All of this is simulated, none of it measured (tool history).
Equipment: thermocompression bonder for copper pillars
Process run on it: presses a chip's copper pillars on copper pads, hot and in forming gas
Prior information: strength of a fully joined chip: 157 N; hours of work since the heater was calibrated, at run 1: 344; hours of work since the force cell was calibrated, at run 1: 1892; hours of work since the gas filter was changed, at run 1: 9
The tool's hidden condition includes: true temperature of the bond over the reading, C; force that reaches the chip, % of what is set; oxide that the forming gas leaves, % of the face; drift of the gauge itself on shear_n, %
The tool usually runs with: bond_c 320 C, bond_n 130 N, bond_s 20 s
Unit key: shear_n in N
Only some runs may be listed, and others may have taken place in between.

run,hour,bond_c,bond_n,bond_s,hours of work since the heater was calibrated,hours of work since the force cell was calibrated,hours of work since the gas filter was changed,shear_n
1,0,320,130,20,344,1892,9,111.1
2,74.6,320,130,20,389,1937,55,109.4
3,137.4,320,130,20,428,1976,93,106.9
4,222.1,320,130,20,479,2027,144,105
# hour 265.4: forming gas filter changed
5,265.4,320,130,20,505,2053,0,112.3
# hour 277.1: force cell calibrated
6,305.3,320,130,20,528,17,23,110.7
7,368.9,320,155,20,567,56,62,115
8,423.3,323,130,20,600,89,95,108.8
9,482.9,320,113,20,636,125,131,99.6
10,530.5,320,130,19,665,154,160,103.7
# hour 548.5: forming gas filter changed
11,585.6,320,153,20,698,187,23,116.5
12,668.2,320,153,20,748,237,73,113.9
13,719.6,320,130,20,780,269,104,106.8
14,808.7,320,130,20,834,323,158,104.7
# hour 830.7: forming gas filter changed
15,892.8,320,130,20,885,374,38,111
16,968.1,320,116,20,930,419,83,104.8
17,1035.3,320,130,20,971,460,124,107.7
18,1086.9,320,130,20,1003,491,156,104.3
# hour 1109.6: forming gas filter changed
19,1127,320,130,20,1027,515,11,112.7
20,1200,340,130,20,1071,560,55,119.6
21,1285.2,293,141,30,1123,612,107,106.6
22,1330.3,343,190,30,1150,639,134,136.8
23,1384.1,303,190,23,1183,672,167,112.7
# hour 1389.6: forming gas filter changed
24,1435.1,313,115,20,1213,702,28,103.6
25,1523.8,313,115,20,1267,756,82,101.1
26,1564.4,320,173,20,1292,781,106,119
27,1603.2,338,189,52,1316,804,130,142.1
# hour 1670.8: forming gas filter changed
28,1689.9,333,90,17,1368,857,12,102
29,1753.9,333,90,17,1407,896,50,99.8
30,1814,306,90,28,1443,932,87,96.7
31,1872.6,306,90,28,1479,968,123,95.4
# hour 1951.6: forming gas filter changed
32,1965,306,90,28,1535,1024,8,100.6
33,2055.9,345,133,22,1590,1079,63,127.3
34,2139.8,326,130,33,1641,1130,114,124.7
35,2200.4,326,130,33,1678,1167,151,122.9
# hour 2232.9: forming gas filter changed
36,2271,292,78,20,1720,1209,23,77
37,2335.4,292,78,20,1760,1248,62,75.7
# hour 2361.3: heater calibrated with a thermocouple chip
38,2431.5,292,78,33,43,1306,119,80.6

Results for each run, recomputed without the tool's hidden state and with each run's random variation untouched:
run,shear_n
1,108.8
2,109.1
3,108.1
4,108.3
5,109
6,110
7,116.1
8,111.4
9,103.2
10,108.7
11,115.3
12,114.9
13,108.7
14,108.7
15,109.5
16,105
17,109.9
18,107.7
19,109.4
20,119.2
21,107.1
22,142.9
23,116.9
24,100.2
25,99.6
26,120.1
27,148.6
28,97.4
29,96.8
30,94.5
31,94.6
32,94.8
33,126
34,125.6
35,125.4
36,71.1
37,70.9
38,84
